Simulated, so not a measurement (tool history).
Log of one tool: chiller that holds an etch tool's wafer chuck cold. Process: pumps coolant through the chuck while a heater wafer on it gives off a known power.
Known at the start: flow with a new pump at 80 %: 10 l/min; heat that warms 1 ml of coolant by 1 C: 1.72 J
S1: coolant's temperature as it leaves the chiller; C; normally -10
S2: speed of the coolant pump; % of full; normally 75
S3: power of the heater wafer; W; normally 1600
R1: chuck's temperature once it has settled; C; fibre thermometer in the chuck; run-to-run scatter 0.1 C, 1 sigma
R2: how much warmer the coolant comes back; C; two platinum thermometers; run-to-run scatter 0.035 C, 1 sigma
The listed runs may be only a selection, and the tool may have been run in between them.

Run 1, hour 0: usual settings. Result: R1 10.5 C, R2 6.02 C.
Run 2, hour 90.6: usual settings but S1 0 C. Result: R1 20.5 C, R2 6 C.
Run 3, hour 162.3: usual settings but S1 0 C. Result: R1 20.6 C, R2 5.92 C.
Run 4, hour 217.4: usual settings but S2 67 % of full. Result: R1 12.3 C, R2 6.73 C.
Run 5, hour 334.4: usual settings. Result: R1 10.5 C, R2 5.85 C.
Run 6, hour 406.6: usual settings. Result: R1 10.4 C, R2 5.8 C.
Run 7, hour 490.9: usual settings but S2 63 % of full. Result: R1 13.3 C, R2 7.04 C.
Run 8, hour 543.9: usual settings but S1 -11 C. Result: R1 9.4 C, R2 5.83 C.
Run 9, hour 629.2: usual settings but S1 -11 C. Result: R1 9.3 C, R2 5.73 C.
Run 10, hour 730.9: usual settings but S1 -17 C, S2 70 % of full, S3 1141 W. Result: R1 -1.7 C, R2 4.34 C.
Run 11, hour 799.5: usual settings but S1 -5 C, S2 97 % of full, S3 986 W. Result: R1 5.3 C, R2 2.54 C.
Run 12, hour 906.3: usual settings but S1 -7 C, S2 72 % of full, S3 1012 W. Result: R1 6.4 C, R2 3.68 C.
Run 13, hour 974.6: usual settings but S1 -11 C, S2 73 % of full, S3 1845 W. Result: R1 13 C, R2 6.8 C.
Run 14, hour 1044.4: usual settings but S1 -6 C, S2 91 % of full, S3 2280 W. Result: R1 19.1 C, R2 6.54 C.
Run 15, hour 1105.7: usual settings but S1 -19 C, S3 1209 W. Result: R1 -3.7 C, R2 4.15 C.
Run 16, hour 1195.5: usual settings but S1 -6 C, S2 65 % of full, S3 1430 W. Result: R1 14.3 C, R2 5.87 C.
Run 17, hour 1307.5: usual settings but S1 -6 C, S2 65 % of full, S3 1430 W. Result: R1 14.5 C, R2 5.78 C.

Each row is a separate what-if for the run after 17, all from the same tool condition, not one after another. Results?
At hour 1382.5: gauge calibrated.
Run A, hour 1409.1: usual settings but S1 -13 C. Result: R1 ?, R2 ?.
At hour 1382.5: gauge calibrated.
Run B, hour 1409.1: usual settings but S1 -17 C, S2 64 % of full, S3 1550 W. Result: R1 ?, R2 ?.
At hour 1382.5: gauge calibrated.
Run C, hour 1409.1: usual settings but S1 -5 C, S2 65 % of full, S3 920 W. Result: R1 ?, R2 ?.
At hour 1382.5: gauge calibrated.
Run D, hour 1409.1: usual settings but S1 0 C, S3 2290 W. Result: R1 ?, R2 ?.

run    R1    R2
  A   7.6     6
  B   5.5  6.89
  C   8.2  4.01
  D  29.4  8.56
What these runs would have given with no unlogged condition in the tool:
run    R1    R2
  A   7.5  6.01
  B   5.5   6.9
  C   8.2  4.02
  D  29.3  8.57
